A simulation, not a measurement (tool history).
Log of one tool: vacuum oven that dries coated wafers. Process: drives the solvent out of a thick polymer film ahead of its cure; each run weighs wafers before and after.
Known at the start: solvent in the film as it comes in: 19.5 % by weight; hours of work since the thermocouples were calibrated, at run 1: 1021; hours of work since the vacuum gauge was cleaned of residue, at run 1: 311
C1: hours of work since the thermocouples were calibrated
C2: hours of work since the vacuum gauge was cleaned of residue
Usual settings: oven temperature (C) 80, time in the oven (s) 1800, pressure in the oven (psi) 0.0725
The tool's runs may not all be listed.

{"run": 1, "hour": 0.0, "oven temperature (C)": 80, "time in the oven (s)": 1800, "pressure in the oven (psi)": 0.0725, "C1": 1021, "C2": 311, "solvent left in the film (%)": 2.26}
{"run": 2, "hour": 66.6, "oven temperature (C)": 80, "time in the oven (s)": 1800, "pressure in the oven (psi)": 0.0725, "C1": 1066, "C2": 357, "solvent left in the film (%)": 2.26}
{"run": 3, "hour": 120.4, "oven temperature (C)": 80, "time in the oven (s)": 1800, "pressure in the oven (psi)": 0.0725, "C1": 1103, "C2": 394, "solvent left in the film (%)": 2.29}
{"run": 4, "hour": 173.2, "oven temperature (C)": 68, "time in the oven (s)": 1800, "pressure in the oven (psi)": 0.0725, "C1": 1139, "C2": 430, "solvent left in the film (%)": 7.5}
{"run": 5, "hour": 210.5, "oven temperature (C)": 68, "time in the oven (s)": 1800, "pressure in the oven (psi)": 0.0725, "C1": 1165, "C2": 456, "solvent left in the film (%)": 7.46}
{"run": 6, "hour": 287.3, "oven temperature (C)": 93, "time in the oven (s)": 1800, "pressure in the oven (psi)": 0.0725, "C1": 1218, "C2": 509, "solvent left in the film (%)": 0.24}
{"run": 7, "hour": 338.1, "oven temperature (C)": 93, "time in the oven (s)": 1800, "pressure in the oven (psi)": 0.0725, "C1": 1253, "C2": 543, "solvent left in the film (%)": 0.18}
{"run": 8, "hour": 406.3, "oven temperature (C)": 80, "time in the oven (s)": 2940, "pressure in the oven (psi)": 0.0725, "C1": 1300, "C2": 590, "solvent left in the film (%)": 0.81}
{"run": 9, "hour": 455.6, "oven temperature (C)": 67, "time in the oven (s)": 1800, "pressure in the oven (psi)": 0.0725, "C1": 1334, "C2": 624, "solvent left in the film (%)": 7.87}
{"hour": 515.8, "done": "oven's thermocouples calibrated"}
{"run": 10, "hour": 540.3, "oven temperature (C)": 67, "time in the oven (s)": 1800, "pressure in the oven (psi)": 0.0725, "C1": 17, "C2": 681, "solvent left in the film (%)": 7.83}
{"run": 11, "hour": 576.1, "oven temperature (C)": 67, "time in the oven (s)": 1800, "pressure in the oven (psi)": 0.0725, "C1": 41, "C2": 706, "solvent left in the film (%)": 7.96}
{"run": 12, "hour": 634.1, "oven temperature (C)": 67, "time in the oven (s)": 1800, "pressure in the oven (psi)": 0.0725, "C1": 81, "C2": 745, "solvent left in the film (%)": 7.97}
{"run": 13, "hour": 694.4, "oven temperature (C)": 80, "time in the oven (s)": 2520, "pressure in the oven (psi)": 0.0725, "C1": 123, "C2": 787, "solvent left in the film (%)": 1.09}
{"run": 14, "hour": 739.4, "oven temperature (C)": 80, "time in the oven (s)": 1800, "pressure in the oven (psi)": 0.1756, "C1": 154, "C2": 818, "solvent left in the film (%)": 2.44}
{"run": 15, "hour": 782.9, "oven temperature (C)": 80, "time in the oven (s)": 1800, "pressure in the oven (psi)": 0.1756, "C1": 183, "C2": 848, "solvent left in the film (%)": 2.41}
{"run": 16, "hour": 825.8, "oven temperature (C)": 80, "time in the oven (s)": 1800, "pressure in the oven (psi)": 0.1756, "C1": 213, "C2": 877, "solvent left in the film (%)": 2.49}
{"run": 17, "hour": 890.4, "oven temperature (C)": 80, "time in the oven (s)": 1800, "pressure in the oven (psi)": 0.0725, "C1": 257, "C2": 922, "solvent left in the film (%)": 2.3}
{"run": 18, "hour": 940.6, "oven temperature (C)": 80, "time in the oven (s)": 1800, "pressure in the oven (psi)": 0.0725, "C1": 292, "C2": 956, "solvent left in the film (%)": 2.34}
{"run": 19, "hour": 994.9, "oven temperature (C)": 80, "time in the oven (s)": 1800, "pressure in the oven (psi)": 0.0725, "C1": 329, "C2": 993, "solvent left in the film (%)": 2.2}
{"run": 20, "hour": 1074.6, "oven temperature (C)": 80, "time in the oven (s)": 1800, "pressure in the oven (psi)": 0.0725, "C1": 384, "C2": 1048, "solvent left in the film (%)": 2.25}
{"run": 21, "hour": 1129.0, "oven temperature (C)": 83, "time in the oven (s)": 1800, "pressure in the oven (psi)": 0.0725, "C1": 421, "C2": 1086, "solvent left in the film (%)": 1.36}
{"run": 22, "hour": 1164.6, "oven temperature (C)": 83, "time in the oven (s)": 2640, "pressure in the oven (psi)": 0.0725, "C1": 446, "C2": 1110, "solvent left in the film (%)": 0.62}
{"run": 23, "hour": 1243.9, "oven temperature (C)": 80, "time in the oven (s)": 1800, "pressure in the oven (psi)": 0.0725, "C1": 500, "C2": 1164, "solvent left in the film (%)": 2.26}
{"run": 24, "hour": 1306.2, "oven temperature (C)": 80, "time in the oven (s)": 1260, "pressure in the oven (psi)": 0.0725, "C1": 543, "C2": 1207, "solvent left in the film (%)": 4.01}
{"run": 25, "hour": 1373.2, "oven temperature (C)": 80, "time in the oven (s)": 2520, "pressure in the oven (psi)": 0.0725, "C1": 589, "C2": 1253, "solvent left in the film (%)": 1.05}
{"run": 26, "hour": 1452.0, "oven temperature (C)": 80, "time in the oven (s)": 2520, "pressure in the oven (psi)": 0.0725, "C1": 643, "C2": 1307, "solvent left in the film (%)": 1.12}
{"run": 27, "hour": 1505.9, "oven temperature (C)": 80, "time in the oven (s)": 2520, "pressure in the oven (psi)": 0.0725, "C1": 680, "C2": 1344, "solvent left in the film (%)": 1.1}
{"run": 28, "hour": 1588.4, "oven temperature (C)": 80, "time in the oven (s)": 2520, "pressure in the oven (psi)": 0.0725, "C1": 737, "C2": 1401, "solvent left in the film (%)": 1.0}
{"run": 29, "hour": 1657.3, "oven temperature (C)": 91, "time in the oven (s)": 1800, "pressure in the oven (psi)": 0.0542, "C1": 784, "C2": 1448, "solvent left in the film (%)": 0.19}
{"run": 30, "hour": 1705.5, "oven temperature (C)": 75, "time in the oven (s)": 1800, "pressure in the oven (psi)": 0.1017, "C1": 817, "C2": 1482, "solvent left in the film (%)": 4.33}
{"run": 31, "hour": 1760.4, "oven temperature (C)": 75, "time in the oven (s)": 1800, "pressure in the oven (psi)": 0.1017, "C1": 855, "C2": 1519, "solvent left in the film (%)": 4.2}
{"run": 32, "hour": 1842.7, "oven temperature (C)": 75, "time in the oven (s)": 1800, "pressure in the oven (psi)": 0.1017, "C1": 912, "C2": 1576, "solvent left in the film (%)": 4.36}
{"run": 33, "hour": 1911.3, "oven temperature (C)": 68, "time in the oven (s)": 1800, "pressure in the oven (psi)": 0.0381, "C1": 959, "C2": 1623, "solvent left in the film (%)": 7.2}
{"run": 34, "hour": 1990.8, "oven temperature (C)": 68, "time in the oven (s)": 1380, "pressure in the oven (psi)": 0.0573, "C1": 1013, "C2": 1678, "solvent left in the film (%)": 8.61}
{"run": 35, "hour": 2036.8, "oven temperature (C)": 68, "time in the oven (s)": 1380, "pressure in the oven (psi)": 0.0573, "C1": 1045, "C2": 1709, "solvent left in the film (%)": 8.76}
{"run": 36, "hour": 2114.2, "oven temperature (C)": 66, "time in the oven (s)": 1800, "pressure in the oven (psi)": 0.2672, "C1": 1098, "C2": 1762, "solvent left in the film (%)": 8.92}
{"run": 37, "hour": 2173.7, "oven temperature (C)": 66, "time in the oven (s)": 1080, "pressure in the oven (psi)": 0.2672, "C1": 1139, "C2": 1803, "solvent left in the film (%)": 11.45}
{"run": 38, "hour": 2210.5, "oven temperature (C)": 66, "time in the oven (s)": 1080, "pressure in the oven (psi)": 0.2672, "C1": 1164, "C2": 1829, "solvent left in the film (%)": 11.27}
{"run": 39, "hour": 2286.6, "oven temperature (C)": 66, "time in the oven (s)": 1080, "pressure in the oven (psi)": 0.2672, "C1": 1217, "C2": 1881, "solvent left in the film (%)": 11.07}
{"run": 40, "hour": 2337.1, "oven temperature (C)": 68, "time in the oven (s)": 3060, "pressure in the oven (psi)": 0.0725, "C1": 1251, "C2": 1916, "solvent left in the film (%)": 4.44}
{"run": 41, "hour": 2397.3, "oven temperature (C)": 80, "time in the oven (s)": 1560, "pressure in the oven (psi)": 0.0947, "C1": 1293, "C2": 1957, "solvent left in the film (%)": 2.9}
{"run": 42, "hour": 2454.5, "oven temperature (C)": 79, "time in the oven (s)": 2340, "pressure in the oven (psi)": 0.0725, "C1": 1332, "C2": 1996, "solvent left in the film (%)": 1.56}
{"hour": 2495.7, "done": "vacuum gauge cleaned of residue and calibrated"}
{"hour": 2513.6, "done": "oven's thermocouples calibrated"}
{"run": 43, "hour": 2518.7, "oven temperature (C)": 79, "time in the oven (s)": 2340, "pressure in the oven (psi)": 0.0725, "C1": 4, "C2": 14, "solvent left in the film (%)": 1.56}
{"run": 44, "hour": 2595.3, "oven temperature (C)": 79, "time in the oven (s)": 2340, "pressure in the oven (psi)": 0.0725, "C1": 56, "C2": 67, "solvent left in the film (%)": 1.49}
{"run": 45, "hour": 2679.3, "oven temperature (C)": 79, "time in the oven (s)": 2340, "pressure in the oven (psi)": 0.0725, "C1": 114, "C2": 125, "solvent left in the film (%)": 1.57}
{"run": 46, "hour": 2748.6, "oven temperature (C)": 89, "time in the oven (s)": 1800, "pressure in the oven (psi)": 0.2139, "C1": 161, "C2": 172, "solvent left in the film (%)": 0.73}
{"run": 47, "hour": 2808.2, "oven temperature (C)": 85, "time in the oven (s)": 2640, "pressure in the oven (psi)": 0.0583, "C1": 202, "C2": 213, "solvent left in the film (%)": 0.32}

Forecast each of these 4 alternatives for the next run:
{"run": "A", "hour": 2864.9, "oven temperature (C)": 92, "time in the oven (s)": 2940, "pressure in the oven (psi)": 0.0889, "C1": 241, "C2": 252, "solvent left in the film (%)": "?"}
{"run": "B", "hour": 2864.9, "oven temperature (C)": 85, "time in the oven (s)": 1500, "pressure in the oven (psi)": 0.0792, "C1": 241, "C2": 252, "solvent left in the film (%)": "?"}
{"run": "C", "hour": 2864.9, "oven temperature (C)": 67, "time in the oven (s)": 1020, "pressure in the oven (psi)": 0.1009, "C1": 241, "C2": 252, "solvent left in the film (%)": "?"}
{"run": "D", "hour": 2864.9, "oven temperature (C)": 79, "time in the oven (s)": 2640, "pressure in the oven (psi)": 0.1079, "C1": 241, "C2": 252, "solvent left in the film (%)": "?"}

run=A solvent_left_in_the_film_(%)=0.17
run=B solvent_left_in_the_film_(%)=1.53
run=C solvent_left_in_the_film_(%)=10.98
run=D solvent_left_in_the_film_(%)=1.28
Without the tool's hidden state the same runs would have given:
run=A solvent_left_in_the_film_(%)=0.17
run=B solvent_left_in_the_film_(%)=1.53
run=C solvent_left_in_the_film_(%)=10.98
run=D solvent_left_in_the_film_(%)=1.28

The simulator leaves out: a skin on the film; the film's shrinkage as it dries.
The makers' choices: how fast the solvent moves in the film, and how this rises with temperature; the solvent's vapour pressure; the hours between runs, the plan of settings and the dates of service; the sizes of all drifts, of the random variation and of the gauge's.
